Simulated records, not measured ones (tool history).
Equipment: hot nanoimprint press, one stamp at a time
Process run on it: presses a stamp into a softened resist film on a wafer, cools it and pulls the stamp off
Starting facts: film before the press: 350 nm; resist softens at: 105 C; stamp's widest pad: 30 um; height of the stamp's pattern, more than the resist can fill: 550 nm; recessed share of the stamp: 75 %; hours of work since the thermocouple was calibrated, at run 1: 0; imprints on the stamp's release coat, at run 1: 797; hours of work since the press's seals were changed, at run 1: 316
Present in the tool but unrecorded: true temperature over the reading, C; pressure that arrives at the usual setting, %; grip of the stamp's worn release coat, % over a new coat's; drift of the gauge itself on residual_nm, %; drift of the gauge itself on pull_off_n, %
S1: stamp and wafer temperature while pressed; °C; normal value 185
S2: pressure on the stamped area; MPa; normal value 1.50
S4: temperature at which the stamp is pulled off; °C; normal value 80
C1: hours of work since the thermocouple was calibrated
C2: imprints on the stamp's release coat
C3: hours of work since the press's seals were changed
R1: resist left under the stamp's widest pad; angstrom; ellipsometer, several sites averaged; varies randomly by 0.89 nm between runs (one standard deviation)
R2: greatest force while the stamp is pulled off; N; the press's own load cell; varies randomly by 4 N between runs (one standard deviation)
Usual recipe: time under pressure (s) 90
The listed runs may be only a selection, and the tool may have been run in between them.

{"run": 1, "hour": 0.0, "S1": 185, "S2": 1.5, "time under pressure (s)": 90, "S4": 80, "C1": 0, "C2": 797, "C3": 316, "R1": 1234, "R2": 197}
{"run": 2, "hour": 33.9, "S1": 185, "S2": 1.5, "time under pressure (s)": 90, "S4": 80, "C1": 17, "C2": 851, "C3": 333, "R1": 1227, "R2": 194}
{"run": 3, "hour": 79.9, "S1": 185, "S2": 1.5, "time under pressure (s)": 90, "S4": 80, "C1": 40, "C2": 925, "C3": 355, "R1": 1223, "R2": 196}
{"hour": 115.8, "done": "stamp cleaned and given a new release coat"}
{"run": 4, "hour": 124.9, "S1": 185, "S2": 0.93, "time under pressure (s)": 90, "S4": 80, "C1": 59, "C2": 14, "C3": 375, "R1": 1613, "R2": 186}
{"run": 5, "hour": 168.9, "S1": 185, "S2": 0.93, "time under pressure (s)": 90, "S4": 80, "C1": 81, "C2": 85, "C3": 397, "R1": 1604, "R2": 193}
{"run": 6, "hour": 229.5, "S1": 185, "S2": 0.93, "time under pressure (s)": 90, "S4": 80, "C1": 111, "C2": 181, "C3": 427, "R1": 1621, "R2": 197}
{"run": 7, "hour": 262.5, "S1": 185, "S2": 0.93, "time under pressure (s)": 90, "S4": 80, "C1": 127, "C2": 234, "C3": 443, "R1": 1605, "R2": 187}
{"run": 8, "hour": 304.2, "S1": 185, "S2": 1.5, "time under pressure (s)": 90, "S4": 80, "C1": 148, "C2": 301, "C3": 464, "R1": 1232, "R2": 194}
{"run": 9, "hour": 340.5, "S1": 185, "S2": 1.5, "time under pressure (s)": 90, "S4": 80, "C1": 166, "C2": 359, "C3": 482, "R1": 1228, "R2": 190}
{"run": 10, "hour": 399.6, "S1": 185, "S2": 1.5, "time under pressure (s)": 90, "S4": 80, "C1": 195, "C2": 454, "C3": 511, "R1": 1232, "R2": 194}
{"run": 11, "hour": 427.2, "S1": 185, "S2": 1.5, "time under pressure (s)": 48, "S4": 80, "C1": 209, "C2": 498, "C3": 525, "R1": 1552, "R2": 192}
{"run": 12, "hour": 480.5, "S1": 185, "S2": 1.5, "time under pressure (s)": 90, "S4": 80, "C1": 235, "C2": 583, "C3": 551, "R1": 1229, "R2": 195}
{"run": 13, "hour": 538.1, "S1": 180, "S2": 0.92, "time under pressure (s)": 55, "S4": 87, "C1": 264, "C2": 675, "C3": 580, "R1": 2265, "R2": 174}
{"run": 14, "hour": 565.9, "S1": 180, "S2": 1.5, "time under pressure (s)": 90, "S4": 74, "C1": 278, "C2": 720, "C3": 594, "R1": 1543, "R2": 211}
{"run": 15, "hour": 602.0, "S1": 176, "S2": 1.5, "time under pressure (s)": 90, "S4": 71, "C1": 296, "C2": 778, "C3": 611, "R1": 1849, "R2": 218}
{"run": 16, "hour": 633.6, "S1": 189, "S2": 1.44, "time under pressure (s)": 70, "S4": 80, "C1": 311, "C2": 828, "C3": 627, "R1": 1181, "R2": 192}
{"run": 17, "hour": 683.6, "S1": 185, "S2": 1.62, "time under pressure (s)": 90, "S4": 80, "C1": 336, "C2": 908, "C3": 652, "R1": 1184, "R2": 198}
{"hour": 734.0, "done": "stamp cleaned and given a new release coat"}
{"run": 18, "hour": 734.8, "S1": 181, "S2": 1.67, "time under pressure (s)": 70, "S4": 83, "C1": 358, "C2": 2, "C3": 674, "R1": 1519, "R2": 181}
{"run": 19, "hour": 776.3, "S1": 181, "S2": 1.67, "time under pressure (s)": 70, "S4": 83, "C1": 379, "C2": 68, "C3": 695, "R1": 1526, "R2": 181}

Run 20 is up next; what results do you expect?
{"hour": 795.7, "done": "plate thermocouple calibrated"}
{"run": 20, "hour": 833.6, "S1": 194, "S2": 1.5, "time under pressure (s)": 90, "S4": 68, "C1": 19, "C2": 155, "C3": 722, "R1": "?", "R2": "?"}

{"run 20": {"R1": 838, "R2": 225}}
If the tool had no hidden condition, the same run with the same run-to-run variation would have returned R1 837 angstrom, R2 225 N.
